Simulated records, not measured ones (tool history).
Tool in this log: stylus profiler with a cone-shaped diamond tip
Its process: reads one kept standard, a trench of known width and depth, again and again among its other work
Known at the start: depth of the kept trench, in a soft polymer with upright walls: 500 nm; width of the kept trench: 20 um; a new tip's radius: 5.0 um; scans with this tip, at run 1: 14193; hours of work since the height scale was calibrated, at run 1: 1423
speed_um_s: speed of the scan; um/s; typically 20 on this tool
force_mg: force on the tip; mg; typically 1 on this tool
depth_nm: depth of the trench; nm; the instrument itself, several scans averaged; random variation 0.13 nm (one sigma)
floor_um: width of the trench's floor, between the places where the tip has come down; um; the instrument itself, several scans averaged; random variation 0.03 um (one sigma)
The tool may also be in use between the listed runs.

run	hour	speed_um_s	force_mg	scans with this tip	hours of work since the height scale was calibrated	depth_nm	floor_um
1	0	20	1	14193	1423	500.87	11.57
2	16.9	29	1	14327	1436	500.85	11.53
# hour 26.6: new tip fitted, height scale calibrated
3	47.3	29	0.51	164	16	501.47	15.25
4	72.7	20	1	366	37	502.07	15.28
5	89.3	28	1	498	50	502.24	15.27
6	110.2	40	1	663	67	502.25	15.1
7	130.7	40	1	826	83	502.18	15.02
8	154.5	40	0.8	1015	102	501.84	14.97
9	172.3	40	0.8	1156	116	502.09	14.84
10	192.4	20	0.92	1315	132	501.98	14.95
11	215.4	20	1.44	1497	150	502.98	14.97
12	241.2	20	1.44	1703	171	502.66	14.88
13	264.1	20	0.47	1884	189	501.31	14.7
14	276.8	20	0.47	1985	199	501.14	14.67
15	302.8	20	0.47	2191	220	501.11	14.59
16	329.6	20	0.47	2404	241	501.17	14.53
17	345.8	20	0.47	2533	254	501.06	14.46
18	366.6	9	1	2697	270	501.92	14.49
19	394.5	21	0.97	2919	293	502.19	14.4
20	410.5	21	0.97	3046	305	501.55	14.36
21	429.6	20	1.25	3197	320	502.19	14.43
22	456.2	24	1.41	3408	342	502.5	14.29
23	469.8	29	0.36	3516	352	500.78	14.13
24	488.7	67	0.49	3665	367	500.98	13.72
25	501.4	60	0.66	3767	378	501.22	13.84
26	517	47	2.92	3890	390	504.22	14.07
27	528.8	47	2.92	3984	399	504.39	14.12
28	548	47	2.92	4136	415	504.32	14.07
29	562.5	47	2.92	4251	426	504.22	13.99
30	587.2	77	2.06	4447	446	502.8	13.78
31	599	77	2.06	4541	455	503.07	13.7
32	618.8	77	2.06	4697	471	503.13	13.68
33	636.4	77	2.06	4838	485	503.22	13.68
34	660.6	17	0.35	5029	504	500.4	13.8
35	682.1	17	0.35	5200	521	500.71	13.67
36	698.7	17	0.35	5332	535	500.69	13.66

Pick out some run-to-run changes in depth_nm. Of each, how much would a tool without hidden state show as well, from the settings, what came in and chance, and how much is left for the hidden state and any gauge scatter not in both results compared?
The tool's hidden condition here consists of: radius of the tip, um; height scale over the true one, %; drift of the gauge itself on depth_nm, %; drift of the gauge itself on floor_um, %.
Run 2 -> 3: force_mg 1 -> 0.51, new tip fitted, height scale calibrated. depth_nm +0.62 nm: hidden state +1.54, all else -0.92.
Run 14 -> 15: no setting touched and nothing written in the log between the runs. depth_nm -0.03 nm: hidden state -0.03, all else +0.
Run 21 -> 22: speed_um_s 20 -> 24, force_mg 1.25 -> 1.41. depth_nm +0.31 nm: hidden state -0.03, all else +0.34.
Run 22 -> 23: speed_um_s 24 -> 29, force_mg 1.41 -> 0.36. depth_nm -1.72 nm: hidden state +0, all else -1.72.
Run 25 -> 26: speed_um_s 60 -> 47, force_mg 0.66 -> 2.92. depth_nm +3 nm: hidden state -0.01, all else +3.01.
Run 33 -> 34: speed_um_s 77 -> 17, force_mg 2.06 -> 0.35. depth_nm -2.82 nm: hidden state -0.02, all else -2.8.
